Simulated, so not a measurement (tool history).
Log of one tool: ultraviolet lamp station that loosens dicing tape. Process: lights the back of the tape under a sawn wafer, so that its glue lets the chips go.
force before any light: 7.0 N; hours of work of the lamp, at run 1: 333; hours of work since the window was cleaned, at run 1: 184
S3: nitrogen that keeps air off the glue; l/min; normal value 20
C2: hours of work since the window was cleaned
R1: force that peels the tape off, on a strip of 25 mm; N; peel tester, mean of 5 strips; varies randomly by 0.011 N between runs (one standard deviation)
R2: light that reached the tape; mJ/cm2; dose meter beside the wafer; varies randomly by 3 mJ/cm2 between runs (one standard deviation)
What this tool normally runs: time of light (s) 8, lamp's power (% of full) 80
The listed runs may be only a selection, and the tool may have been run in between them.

Run 1, day 0.000: usual settings; hours of work of the lamp 333; C2 184. Result: R1 0.617 N, R2 404 mJ/cm2.
Run 2, day 0.942: usual settings; hours of work of the lamp 346; C2 197. Result: R1 0.618 N, R2 402 mJ/cm2.
Run 3, day 1.721: usual settings; hours of work of the lamp 357; C2 208. Result: R1 0.640 N, R2 403 mJ/cm2.
Run 4, day 2.283: usual settings; hours of work of the lamp 364; C2 216. Result: R1 0.625 N, R2 401 mJ/cm2.
Run 5, day 3.204: usual settings; hours of work of the lamp 377; C2 228. Result: R1 0.641 N, R2 391 mJ/cm2.
Run 6, day 4.033: usual settings but S3 12 l/min; hours of work of the lamp 388; C2 239. Result: R1 0.975 N, R2 399 mJ/cm2.
Run 7, day 4.771: usual settings but time of light (s) 5; hours of work of the lamp 398; C2 250. Result: R1 1.521 N, R2 248 mJ/cm2.
Run 8, day 5.550: usual settings but time of light (s) 5; hours of work of the lamp 409; C2 260. Result: R1 1.542 N, R2 249 mJ/cm2.
Run 9, day 6.117: usual settings but time of light (s) 5; hours of work of the lamp 416; C2 268. Result: R1 1.559 N, R2 239 mJ/cm2.
Run 10, day 6.521: usual settings but time of light (s) 5; hours of work of the lamp 422; C2 273. Result: R1 1.560 N, R2 242 mJ/cm2.
Run 11, day 7.012: usual settings but time of light (s) 5, lamp's power (% of full) 69; hours of work of the lamp 429; C2 280. Result: R1 1.850 N, R2 211 mJ/cm2.
Run 12, day 7.567: usual settings but time of light (s) 5, lamp's power (% of full) 69; hours of work of the lamp 436; C2 288. Result: R1 1.845 N, R2 214 mJ/cm2.
Run 13, day 8.100: usual settings but time of light (s) 5, lamp's power (% of full) 69; hours of work of the lamp 444; C2 295. Result: R1 1.920 N, R2 205 mJ/cm2.
Run 14, day 8.608: usual settings but time of light (s) 5, lamp's power (% of full) 69; hours of work of the lamp 450; C2 302. Result: R1 1.889 N, R2 209 mJ/cm2.
Run 15, day 9.175: usual settings but time of light (s) 5, lamp's power (% of full) 69; hours of work of the lamp 458; C2 310. Result: R1 1.886 N, R2 204 mJ/cm2.
Run 16, day 9.725: usual settings but time of light (s) 14; hours of work of the lamp 466; C2 317. Result: R1 0.212 N, R2 669 mJ/cm2.
Run 17, day 10.404: usual settings but time of light (s) 14; hours of work of the lamp 475; C2 326. Result: R1 0.213 N, R2 669 mJ/cm2.
Run 18, day 11.333: usual settings; hours of work of the lamp 488; C2 339. Result: R1 0.729 N, R2 381 mJ/cm2.
Run 19, day 12.188: usual settings; hours of work of the lamp 499; C2 351. Result: R1 0.720 N, R2 373 mJ/cm2.
Run 20, day 12.788: usual settings; hours of work of the lamp 507; C2 359. Result: R1 0.730 N, R2 375 mJ/cm2.
Run 21, day 13.196: usual settings but S3 16 l/min; hours of work of the lamp 513; C2 364. Result: R1 0.869 N, R2 380 mJ/cm2.
Run 22, day 13.754: usual settings but time of light (s) 10; hours of work of the lamp 521; C2 372. Result: R1 0.448 N, R2 470 mJ/cm2.
Run 23, day 14.633: usual settings but time of light (s) 10; hours of work of the lamp 533; C2 384. Result: R1 0.472 N, R2 469 mJ/cm2.
Run 24, day 15.021: usual settings but time of light (s) 10, lamp's power (% of full) 79; hours of work of the lamp 538; C2 389. Result: R1 0.477 N, R2 455 mJ/cm2.
Run 25, day 15.583: usual settings but time of light (s) 9; hours of work of the lamp 546; C2 397. Result: R1 0.584 N, R2 421 mJ/cm2.
Run 26, day 16.308: usual settings but time of light (s) 7; hours of work of the lamp 555; C2 407. Result: R1 0.971 N, R2 320 mJ/cm2.
Run 27, day 17.154: usual settings but S3 13 l/min; hours of work of the lamp 567; C2 418. Result: R1 1.103 N, R2 367 mJ/cm2.
Run 28, day 17.767: usual settings but lamp's power (% of full) 89, S3 12 l/min; hours of work of the lamp 575; C2 427. Result: R1 0.974 N, R2 408 mJ/cm2.
Run 29, day 18.158: usual settings but lamp's power (% of full) 89, S3 12 l/min; hours of work of the lamp 581; C2 432. Result: R1 0.930 N, R2 402 mJ/cm2.
Run 30, day 18.688: usual settings but time of light (s) 7, lamp's power (% of full) 81; hours of work of the lamp 588; C2 439. Result: R1 0.986 N, R2 321 mJ/cm2.
Run 31, day 19.171: usual settings but time of light (s) 7, lamp's power (% of full) 87, S3 23 l/min; hours of work of the lamp 594; C2 446. Result: R1 0.758 N, R2 346 mJ/cm2.
Run 32, day 19.646: usual settings but time of light (s) 6, lamp's power (% of full) 87; hours of work of the lamp 601; C2 452. Result: R1 1.108 N, R2 295 mJ/cm2.
Run 33, day 20.079: usual settings but time of light (s) 6, lamp's power (% of full) 69; hours of work of the lamp 607; C2 458. Result: R1 1.636 N, R2 236 mJ/cm2.
Run 34, day 20.788: usual settings but lamp's power (% of full) 64; hours of work of the lamp 617; C2 468. Result: R1 1.175 N, R2 291 mJ/cm2.
Run 35, day 21.325: usual settings but lamp's power (% of full) 97; hours of work of the lamp 624; C2 475. Result: R1 0.547 N, R2 431 mJ/cm2.
Run 36, day 21.871: usual settings but lamp's power (% of full) 69, S3 35 l/min; hours of work of the lamp 631; C2 483. Result: R1 0.708 N, R2 311 mJ/cm2.
Run 37, day 22.733: usual settings but lamp's power (% of full) 69, S3 35 l/min; hours of work of the lamp 643; C2 494. Result: R1 0.700 N, R2 303 mJ/cm2.
Run 38, day 23.296: usual settings but lamp's power (% of full) 84; hours of work of the lamp 651; C2 502. Result: R1 0.751 N, R2 373 mJ/cm2.
Run 39, day 24.225: usual settings but lamp's power (% of full) 76, S3 12 l/min; hours of work of the lamp 663; C2 515. Result: R1 1.324 N, R2 336 mJ/cm2.
Run 40, day 24.750: usual settings but time of light (s) 6, lamp's power (% of full) 78, S3 9 l/min; hours of work of the lamp 671; C2 522. Result: R1 2.323 N, R2 258 mJ/cm2.
Run 41, day 25.271: usual settings but time of light (s) 6, lamp's power (% of full) 78, S3 9 l/min; hours of work of the lamp 678; C2 529. Result: R1 2.228 N, R2 252 mJ/cm2.
Run 42, day 25.842: usual settings but time of light (s) 11, lamp's power (% of full) 66, S3 31 l/min; hours of work of the lamp 685; C2 537. Result: R1 0.430 N, R2 404 mJ/cm2.

Forecast run 43:
Run 43, day 26.729: usual settings but lamp's power (% of full) 60, S3 37 l/min; hours of work of the lamp 698; C2 549. Result: R1 ?, R2 ?.

Logged for run 43: R1 0.946 N, R2 262 mJ/cm2.
If the tool had no hidden condition, the same run with the same run-to-run variation would have returned R1 0.536 N, R2 347 mJ/cm2.
